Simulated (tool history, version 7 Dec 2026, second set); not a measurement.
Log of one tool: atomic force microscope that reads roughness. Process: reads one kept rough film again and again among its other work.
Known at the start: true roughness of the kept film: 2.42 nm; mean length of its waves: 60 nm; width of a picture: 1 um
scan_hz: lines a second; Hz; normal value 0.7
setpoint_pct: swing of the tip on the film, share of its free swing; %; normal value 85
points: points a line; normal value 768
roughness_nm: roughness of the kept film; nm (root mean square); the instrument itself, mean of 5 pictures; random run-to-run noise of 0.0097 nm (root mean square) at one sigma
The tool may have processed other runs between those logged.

| run | day | scan_hz | setpoint_pct | points | roughness_nm |
|---|---|---|---|---|---|
| 1 | 0 | 0.7 | 85 | 768 | 2.188 |
| 2 | 1.658 | 0.7 | 85 | 768 | 2.185 |
| 3 | 3.067 | 1.757 | 85 | 768 | 1.992 |
|  | 5.417 | new tip fitted |
| 4 | 6.375 | 1.757 | 85 | 768 | 2.002 |
| 5 | 8.196 | 1.757 | 85 | 768 | 1.994 |
| 6 | 11.462 | 1.757 | 85 | 768 | 1.983 |
| 7 | 12.962 | 0.7 | 85 | 768 | 2.184 |
| 8 | 14.867 | 0.7 | 57 | 768 | 2.317 |
| 9 | 16.25 | 0.7 | 57 | 768 | 2.317 |
|  | 16.446 | new tip fitted |
| 10 | 18.4 | 0.7 | 57 | 768 | 2.307 |
| 11 | 20.896 | 0.7 | 57 | 768 | 2.32 |
| 12 | 22.592 | 0.7 | 85 | 768 | 2.202 |
| 13 | 24.442 | 0.7 | 85 | 747 | 2.184 |
| 14 | 27.183 | 0.7 | 85 | 769 | 2.183 |
|  | 27.512 | new tip fitted |
| 15 | 28.7 | 0.7 | 85 | 872 | 2.196 |
| 16 | 30.871 | 0.7 | 85 | 872 | 2.198 |
| 17 | 32.854 | 3.899 | 85 | 768 | 1.679 |
| 18 | 34.567 | 0.7 | 71 | 768 | 2.267 |
| 19 | 36.321 | 0.7 | 85 | 768 | 2.182 |
|  | 38.446 | new tip fitted |
| 20 | 38.875 | 0.7 | 85 | 768 | 2.2 |
| 21 | 40.496 | 3.361 | 62 | 449 | 2.134 |
| 22 | 43.733 | 3.361 | 62 | 449 | 2.118 |
| 23 | 45.821 | 1.188 | 90 | 768 | 2.041 |
| 24 | 47.188 | 3.288 | 74 | 768 | 1.973 |
| 25 | 48.912 | 1.601 | 80 | 768 | 2.072 |
|  | 49.438 | new tip fitted |
| 26 | 51.004 | 1.717 | 85 | 768 | 1.998 |
| 27 | 53.396 | 0.7 | 85 | 892 | 2.198 |
| 28 | 55.062 | 1.922 | 85 | 420 | 1.949 |
| 29 | 56.954 | 1.922 | 67 | 420 | 2.202 |
| 30 | 58.529 | 1.922 | 67 | 420 | 2.176 |
|  | 60.442 | new tip fitted |
| 31 | 61.475 | 3.401 | 86 | 939 | 1.722 |
| 32 | 63.608 | 3.401 | 86 | 939 | 1.71 |
| 33 | 66.088 | 3.976 | 61 | 288 | 2.117 |
| 34 | 68.275 | 1.312 | 70 | 339 | 2.217 |
| 35 | 70.612 | 0.558 | 70 | 407 | 2.29 |
|  | 71.396 | new tip fitted |
| 36 | 73.892 | 0.558 | 70 | 407 | 2.275 |
| 37 | 75.892 | 0.628 | 85 | 768 | 2.213 |
| 38 | 78.121 | 0.7 | 70 | 346 | 2.284 |

Forecast each of these 3 alternatives for the next run:
| A | 81.258 | 1.95 | 85 | 768 | ? |
| B | 81.258 | 2.018 | 67 | 768 | ? |
| C | 81.258 | 1.76 | 65 | 768 | ? |

| run | roughness_nm |
|---|---|
| A | 1.968 |
| B | 2.179 |
| C | 2.218 |
Take away the tool's hidden state, keep each run's random variation, and the runs would have read:
| run | roughness_nm |
|---|---|
| A | 1.972 |
| B | 2.184 |
| C | 2.223 |
